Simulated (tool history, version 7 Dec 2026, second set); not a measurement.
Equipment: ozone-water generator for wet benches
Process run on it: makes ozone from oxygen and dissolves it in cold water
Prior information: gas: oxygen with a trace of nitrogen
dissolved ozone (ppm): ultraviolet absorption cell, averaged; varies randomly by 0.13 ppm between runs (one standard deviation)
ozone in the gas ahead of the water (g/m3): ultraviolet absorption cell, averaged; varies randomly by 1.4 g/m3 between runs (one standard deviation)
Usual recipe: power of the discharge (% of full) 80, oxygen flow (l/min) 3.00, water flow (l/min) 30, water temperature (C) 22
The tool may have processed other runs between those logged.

| run | hour | power of the discharge (% of full) | oxygen flow (l/min) | water flow (l/min) | water temperature (C) | dissolved ozone (ppm) | ozone in the gas ahead of the water (g/m3) |
|---|---|---|---|---|---|---|---|
| 1 | 0.0 | 80 | 3.00 | 30 | 22 | 14.0 | 252.4 |
| 2 | 67.7 | 80 | 2.04 | 30 | 22 | 11.9 | 290.4 |
| 3 | 188.3 | 80 | 4.90 | 30 | 22 | 16.4 | 207.7 |
| 4 | 319.7 | 80 | 3.00 | 30 | 20 | 14.2 | 252.2 |
| 5 | 380.0 | 80 | 3.00 | 30 | 20 | 14.4 | 252.1 |
| 6 | 467.6 | 80 | 3.00 | 30 | 20 | 14.3 | 251.8 |
| 7 | 554.5 | 80 | 3.00 | 25 | 22 | 16.6 | 252.8 |
| 8 | 658.9 | 80 | 3.00 | 30 | 22 | 13.9 | 252.5 |
| 9 | 736.1 | 80 | 3.00 | 18 | 22 | 21.4 | 252.5 |
| 10 | 829.4 | 80 | 3.00 | 30 | 22 | 14.2 | 252.9 |
| 11 | 891.7 | 80 | 3.00 | 30 | 22 | 14.0 | 251.8 |
| 12 | 981.8 | 80 | 3.00 | 30 | 22 | 14.1 | 252.0 |
| 13 | 1088.0 | 80 | 3.00 | 30 | 22 | 14.1 | 252.1 |
| 14 | 1176.0 | 80 | 3.00 | 30 | 22 | 14.1 | 253.5 |
| 15 | 1252.2 | 80 | 3.00 | 30 | 22 | 14.2 | 253.2 |
| 16 | 1380.5 | 88 | 3.00 | 30 | 22 | 15.2 | 274.7 |
| 17 | 1471.8 | 88 | 3.00 | 30 | 22 | 15.1 | 272.6 |
| 18 | 1527.2 | 88 | 3.00 | 30 | 22 | 15.2 | 273.9 |
| 19 | 1583.2 | 80 | 2.95 | 19 | 22 | 20.1 | 256.5 |
| 20 | 1675.9 | 79 | 2.95 | 19 | 22 | 20.5 | 252.9 |
| 21 | 1747.8 | 41 | 4.30 | 30 | 15 | 9.8 | 127.7 |
| 22 | 1848.7 | 54 | 4.30 | 37 | 15 | 10.2 | 159.5 |
| 23 | 1945.4 | 41 | 4.30 | 37 | 15 | 8.1 | 127.3 |
| 24 | 2048.0 | 41 | 4.30 | 37 | 15 | 8.2 | 127.7 |
| 25 | 2148.9 | 92 | 2.53 | 23 | 19 | 19.0 | 303.4 |
| 26 | 2288.2 | 92 | 2.53 | 37 | 19 | 12.4 | 302.1 |
| 27 | 2378.5 | 80 | 4.47 | 30 | 14 | 17.1 | 216.5 |
| 28 | 2492.1 | 80 | 5.36 | 41 | 14 | 14.1 | 201.2 |
| 29 | 2559.5 | 80 | 5.36 | 41 | 14 | 14.1 | 201.5 |
| 30 | 2644.9 | 80 | 5.36 | 44 | 14 | 13.1 | 201.3 |
| 31 | 2757.3 | 80 | 4.97 | 25 | 22 | 18.6 | 208.3 |
| 32 | 2863.6 | 62 | 2.40 | 36 | 14 | 9.1 | 223.2 |

The log once held 1 entry between its listed runs, left out of this copy. Where does each go, and what is different about the tool's unlogged condition between the listed run before it and the listed run after it?
Runs 25 to 26: contactor cleaned (hour 2163.4)
  contactor's efficiency, % of a clean one's: 99.9 -> 100
